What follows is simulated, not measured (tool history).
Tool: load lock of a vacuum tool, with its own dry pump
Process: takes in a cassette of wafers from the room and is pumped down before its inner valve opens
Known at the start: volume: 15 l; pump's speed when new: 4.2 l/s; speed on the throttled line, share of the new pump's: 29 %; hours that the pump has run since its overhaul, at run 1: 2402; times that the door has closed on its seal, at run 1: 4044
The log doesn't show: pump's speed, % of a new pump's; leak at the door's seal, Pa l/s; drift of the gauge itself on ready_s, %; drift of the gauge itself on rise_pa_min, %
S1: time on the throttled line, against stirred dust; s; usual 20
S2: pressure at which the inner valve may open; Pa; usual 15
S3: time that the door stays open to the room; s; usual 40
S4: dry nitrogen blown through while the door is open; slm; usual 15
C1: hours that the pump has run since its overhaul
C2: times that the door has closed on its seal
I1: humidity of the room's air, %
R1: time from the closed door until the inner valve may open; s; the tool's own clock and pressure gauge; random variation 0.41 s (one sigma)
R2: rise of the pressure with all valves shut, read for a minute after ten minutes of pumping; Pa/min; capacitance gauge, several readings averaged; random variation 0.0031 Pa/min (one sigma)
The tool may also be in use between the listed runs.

run 1 hour=0.0 | S1=20 S2=15 S3=40 S4=15 | C1=2402 C2=4044 | I1=45.9 | R1=46.8 R2=0.092
run 2 hour=102.4 | S1=20 S2=15 S3=40 S4=15 | C1=2505 C2=4374 | I1=45.3 | R1=46.9 R2=0.096
run 3 hour=270.1 | S1=20 S2=15 S3=40 S4=15 | C1=2672 C2=4913 | I1=42.1 | R1=47.0 R2=0.089
run 4 hour=339.5 | S1=20 S2=15 S3=40 S4=15 | C1=2742 C2=5137 | I1=44.4 | R1=46.8 R2=0.099
run 5 hour=432.6 | S1=20 S2=15 S3=40 S4=15 | C1=2835 C2=5436 | I1=46.9 | R1=47.1 R2=0.097
run 6 hour=552.2 | S1=20 S2=15 S3=40 S4=15 | C1=2954 C2=5821 | I1=45.1 | R1=47.2 R2=0.100
run 7 hour=695.6 | S1=20 S2=15 S3=40 S4=15 | C1=3098 C2=6282 | I1=44.7 | R1=46.9 R2=0.101
run 8 hour=769.0 | S1=20 S2=29 S3=40 S4=15 | C1=3171 C2=6519 | I1=45.3 | R1=44.2 R2=0.102
run 9 hour=878.0 | S1=39 S2=29 S3=40 S4=15 | C1=3280 C2=6869 | I1=44.6 | R1=57.3 R2=0.107
run 10 hour=976.2 | S1=38 S2=29 S3=40 S4=15 | C1=3378 C2=7185 | I1=46.4 | R1=57.0 R2=0.108
run 11 hour=1132.5 | S1=38 S2=29 S3=40 S4=15 | C1=3535 C2=7688 | I1=46.5 | R1=57.1 R2=0.114
run 12 hour=1251.1 | S1=38 S2=29 S3=40 S4=15 | C1=3653 C2=8070 | I1=43.9 | R1=57.5 R2=0.119
run 13 hour=1379.5 | S1=38 S2=29 S3=40 S4=15 | C1=3782 C2=8483 | I1=44.3 | R1=56.8 R2=0.112
run 14 hour=1449.8 | S1=38 S2=29 S3=40 S4=15 | C1=3852 C2=8709 | I1=45.6 | R1=57.3 R2=0.117
run 15 hour=1603.2 | S1=38 S2=29 S3=40 S4=15 | C1=4005 C2=9203 | I1=47.4 | R1=57.5 R2=0.131
run 16 hour=1698.5 | S1=20 S2=15 S3=40 S4=15 | C1=4101 C2=9510 | I1=43.2 | R1=46.7 R2=0.124
run 17 hour=1863.9 | S1=20 S2=15 S3=40 S4=15 | C1=4266 C2=10042 | I1=45.4 | R1=47.7 R2=0.131
run 18 hour=1946.7 | S1=20 S2=15 S3=40 S4=15 | C1=4349 C2=10308 | I1=45.0 | R1=48.1 R2=0.136
run 19 hour=2074.1 | S1=20 S2=15 S3=40 S4=15 | C1=4476 C2=10718 | I1=41.7 | R1=47.2 R2=0.137
run 20 hour=2173.7 | S1=25 S2=15 S3=40 S4=20 | C1=4576 C2=11038 | I1=46.1 | R1=50.9 R2=0.132
run 21 hour=2262.9 | S1=22 S2=29 S3=40 S4=5 | C1=4665 C2=11325 | I1=42.8 | R1=45.1 R2=0.158
run 22 hour=2334.6 | S1=15 S2=16 S3=64 S4=32 | C1=4737 C2=11556 | I1=46.0 | R1=43.5 R2=0.142
run 23 hour=2407.0 | S1=15 S2=16 S3=64 S4=32 | C1=4809 C2=11789 | I1=42.9 | R1=43.2 R2=0.146
run 24 hour=2497.4 | S1=15 S2=16 S3=235 S4=32 | C1=4899 C2=12080 | I1=44.7 | R1=43.5 R2=0.200
run 25 hour=2613.3 | S1=15 S2=16 S3=235 S4=32 | C1=5015 C2=12453 | I1=46.3 | R1=44.0 R2=0.207
run 26 hour=2729.7 | S1=15 S2=16 S3=235 S4=32 | C1=5132 C2=12828 | I1=45.5 | R1=43.1 R2=0.223
run 27 hour=2853.2 | S1=15 S2=16 S3=235 S4=17 | C1=5255 C2=13225 | I1=40.4 | R1=43.5 R2=0.233
run 28 hour=2935.8 | S1=37 S2=10 S3=139 S4=39 | C1=5338 C2=13491 | I1=46.2 | R1=61.4 R2=0.181
run 29 hour=3045.2 | S1=20 S2=12 S3=40 S4=20 | C1=5447 C2=13843 | I1=45.1 | R1=48.0 R2=0.159
run 30 hour=3184.5 | S1=32 S2=15 S3=40 S4=15 | C1=5587 C2=14291 | I1=46.5 | R1=55.0 R2=0.183
run 31 hour=3331.6 | S1=32 S2=15 S3=40 S4=15 | C1=5734 C2=14764 | I1=43.8 | R1=56.2 R2=0.176
run 32 hour=3402.6 | S1=32 S2=15 S3=40 S4=15 | C1=5805 C2=14993 | I1=43.6 | R1=56.5 R2=0.173
run 33 hour=3497.1 | S1=20 S2=24 S3=32 S4=15 | C1=5899 C2=15297 | I1=46.0 | R1=46.1 R2=0.173
run 34 hour=3651.5 | S1=20 S2=24 S3=32 S4=15 | C1=6054 C2=15794 | I1=46.3 | R1=45.8 R2=0.186
run 35 hour=3761.0 | S1=20 S2=25 S3=32 S4=19 | C1=6163 C2=16146 | I1=42.6 | R1=45.9 R2=0.182
run 36 hour=3891.4 | S1=14 S2=15 S3=131 S4=25 | C1=6294 C2=16566 | I1=46.8 | R1=43.6 R2=0.231
run 37 hour=3988.9 | S1=14 S2=15 S3=131 S4=25 | C1=6391 C2=16879 | I1=43.2 | R1=43.5 R2=0.241

Some steps in R1 between neighbouring runs. How much of each would the tool show without its hidden state too (settings, what came in, random variation), and how much is left for the hidden state, with any gauge scatter that isn't in both results?
Run 8 -> 9: S1 20 -> 39. R1 +13.1 s: hidden state -0.1, all else +13.2.
Run 15 -> 16: S1 38 -> 20, S2 29 -> 15. R1 -10.8 s: hidden state +0.3, all else -11.1.
Run 21 -> 22: S1 22 -> 15, S2 29 -> 16, S3 40 -> 64, S4 5 -> 32. R1 -1.6 s: hidden state +0.3, all else -1.9.
Run 27 -> 28: S1 15 -> 37, S2 16 -> 10, S3 235 -> 139, S4 17 -> 39. R1 +17.9 s: hidden state -0.1, all else +18.0.
Run 28 -> 29: S1 37 -> 20, S2 10 -> 12, S3 139 -> 40, S4 39 -> 20. R1 -13.4 s: hidden state +0.1, all else -13.5.
Run 35 -> 36: S1 20 -> 14, S2 25 -> 15, S3 32 -> 131, S4 19 -> 25. R1 -2.3 s: hidden state +0.2, all else -2.5.

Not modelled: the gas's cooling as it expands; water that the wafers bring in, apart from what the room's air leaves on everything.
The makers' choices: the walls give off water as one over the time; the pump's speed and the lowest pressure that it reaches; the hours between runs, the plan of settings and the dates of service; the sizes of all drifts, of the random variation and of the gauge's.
